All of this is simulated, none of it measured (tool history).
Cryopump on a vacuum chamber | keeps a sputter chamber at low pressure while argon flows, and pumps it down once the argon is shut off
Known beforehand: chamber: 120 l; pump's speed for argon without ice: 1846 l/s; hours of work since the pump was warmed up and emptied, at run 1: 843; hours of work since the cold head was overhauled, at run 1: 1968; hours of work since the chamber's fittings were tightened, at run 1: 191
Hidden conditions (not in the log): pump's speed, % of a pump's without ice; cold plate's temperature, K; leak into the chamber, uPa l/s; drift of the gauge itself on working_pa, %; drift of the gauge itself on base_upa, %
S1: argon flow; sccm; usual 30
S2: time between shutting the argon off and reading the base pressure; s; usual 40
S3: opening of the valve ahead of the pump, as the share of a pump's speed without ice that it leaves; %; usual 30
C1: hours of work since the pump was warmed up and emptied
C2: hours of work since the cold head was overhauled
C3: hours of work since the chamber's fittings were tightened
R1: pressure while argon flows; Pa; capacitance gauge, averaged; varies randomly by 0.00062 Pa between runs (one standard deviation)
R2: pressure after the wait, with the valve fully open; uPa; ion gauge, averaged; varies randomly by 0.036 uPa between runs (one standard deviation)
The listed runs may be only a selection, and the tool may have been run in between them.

run 1 day=0 | S1=30 S2=40 S3=30 | C1=843 C2=1968 C3=191 | R1=0.0994 R2=2.15
run 2 day=2.692 | S1=30 S2=40 S3=30 | C1=887 C2=2012 C3=236 | R1=0.1012 R2=2.08
run 3 day=5.738 | S1=30 S2=40 S3=30 | C1=938 C2=2063 C3=286 | R1=0.1005 R2=2.24
run 4 day=7.679 | S1=30 S2=40 S3=30 | C1=970 C2=2095 C3=319 | R1=0.1017 R2=2.25
run 5 day=10.704 | S1=30 S2=40 S3=30 | C1=1021 C2=2146 C3=369 | R1=0.1026 R2=2.28
run 6 day=13.821 | S1=30 S2=40 S3=30 | C1=1073 C2=2198 C3=421 | R1=0.1033 R2=2.37
-- day=14.583 pump warmed up, emptied and cooled again
run 7 day=17.258 | S1=30 S2=40 S3=30 | C1=45 C2=2251 C3=475 | R1=0.093 R2=2.24
run 8 day=20.288 | S1=30 S2=40 S3=30 | C1=95 C2=2302 C3=525 | R1=0.0935 R2=2.32
run 9 day=23.458 | S1=30 S2=186 S3=30 | C1=148 C2=2354 C3=578 | R1=0.0928 R2=0.84
run 10 day=25.475 | S1=30 S2=186 S3=20 | C1=181 C2=2388 C3=611 | R1=0.1414 R2=0.88
run 11 day=27.879 | S1=30 S2=186 S3=20 | C1=221 C2=2428 C3=651 | R1=0.14 R2=0.88
run 12 day=30.796 | S1=30 S2=186 S3=20 | C1=270 C2=2477 C3=700 | R1=0.1408 R2=0.93
run 13 day=32.354 | S1=30 S2=186 S3=20 | C1=296 C2=2502 C3=726 | R1=0.1402 R2=0.95
run 14 day=34.204 | S1=30 S2=186 S3=20 | C1=326 C2=2533 C3=756 | R1=0.1413 R2=0.99
run 15 day=36.646 | S1=30 S2=34 S3=30 | C1=367 C2=2574 C3=797 | R1=0.0955 R2=2.81
run 16 day=39.938 | S1=30 S2=34 S3=30 | C1=422 C2=2629 C3=852 | R1=0.096 R2=2.77
run 17 day=42.65 | S1=30 S2=34 S3=39 | C1=467 C2=2674 C3=897 | R1=0.0756 R2=2.83
run 18 day=44.808 | S1=30 S2=34 S3=39 | C1=503 C2=2710 C3=933 | R1=0.0759 R2=2.96
run 19 day=48.125 | S1=56 S2=34 S3=23 | C1=558 C2=2765 C3=988 | R1=0.2322 R2=2.98
run 20 day=50.117 | S1=56 S2=34 S3=23 | C1=591 C2=2798 C3=1021 | R1=0.2327 R2=2.93
run 21 day=52.462 | S1=30 S2=46 S3=25 | C1=630 C2=2837 C3=1060 | R1=0.1161 R2=2.4
run 22 day=54.621 | S1=50 S2=40 S3=21 | C1=666 C2=2873 C3=1096 | R1=0.2304 R2=2.74
run 23 day=55.962 | S1=18 S2=35 S3=21 | C1=689 C2=2895 C3=1119 | R1=0.0822 R2=2.94
run 24 day=58.617 | S1=31 S2=122 S3=21 | C1=733 C2=2939 C3=1163 | R1=0.1427 R2=1.51
run 25 day=60.208 | S1=30 S2=267 S3=18 | C1=759 C2=2966 C3=1189 | R1=0.1594 R2=1.18
run 26 day=61.717 | S1=30 S2=267 S3=18 | C1=784 C2=2991 C3=1214 | R1=0.1602 R2=1.23
run 27 day=63.592 | S1=54 S2=37 S3=22 | C1=816 C2=3022 C3=1245 | R1=0.2383 R2=3
run 28 day=66.125 | S1=12 S2=23 S3=18 | C1=858 C2=3064 C3=1288 | R1=0.0645 R2=4.18
run 29 day=69.133 | S1=49 S2=61 S3=21 | C1=908 C2=3114 C3=1338 | R1=0.2272 R2=2.19
run 30 day=70.762 | S1=49 S2=82 S3=21 | C1=935 C2=3142 C3=1365 | R1=0.2298 R2=1.98
run 31 day=73.833 | S1=30 S2=52 S3=49 | C1=986 C2=3193 C3=1416 | R1=0.0665 R2=2.48
run 32 day=75.479 | S1=30 S2=136 S3=28 | C1=1013 C2=3220 C3=1443 | R1=0.1079 R2=1.65
run 33 day=78.292 | S1=30 S2=136 S3=28 | C1=1060 C2=3267 C3=1490 | R1=0.1103 R2=1.76
-- day=80.004 pump warmed up, emptied and cooled again
run 34 day=80.725 | S1=30 S2=136 S3=28 | C1=12 C2=3304 C3=1527 | R1=0.1003 R2=1.48

Predict each of these 3 candidate next runs independently; none follows another, all start after run 34:
run A day=82.929 | S1=16 S2=40 S3=30 | C1=49 C2=3341 C3=1564 | R1=? R2=?
run B day=82.929 | S1=21 S2=32 S3=33 | C1=49 C2=3341 C3=1564 | R1=? R2=?
run C day=82.929 | S1=32 S2=31 S3=30 | C1=49 C2=3341 C3=1564 | R1=? R2=?

run=A R1=0.0503 R2=2.73
run=B R1=0.0593 R2=3.25
run=C R1=0.0982 R2=3.28
The same runs, with their run-to-run variation unchanged, on a tool lacking any hidden condition would have given:
run=A R1=0.0495 R2=1.97
run=B R1=0.0583 R2=2.47
run=C R1=0.0967 R2=2.51
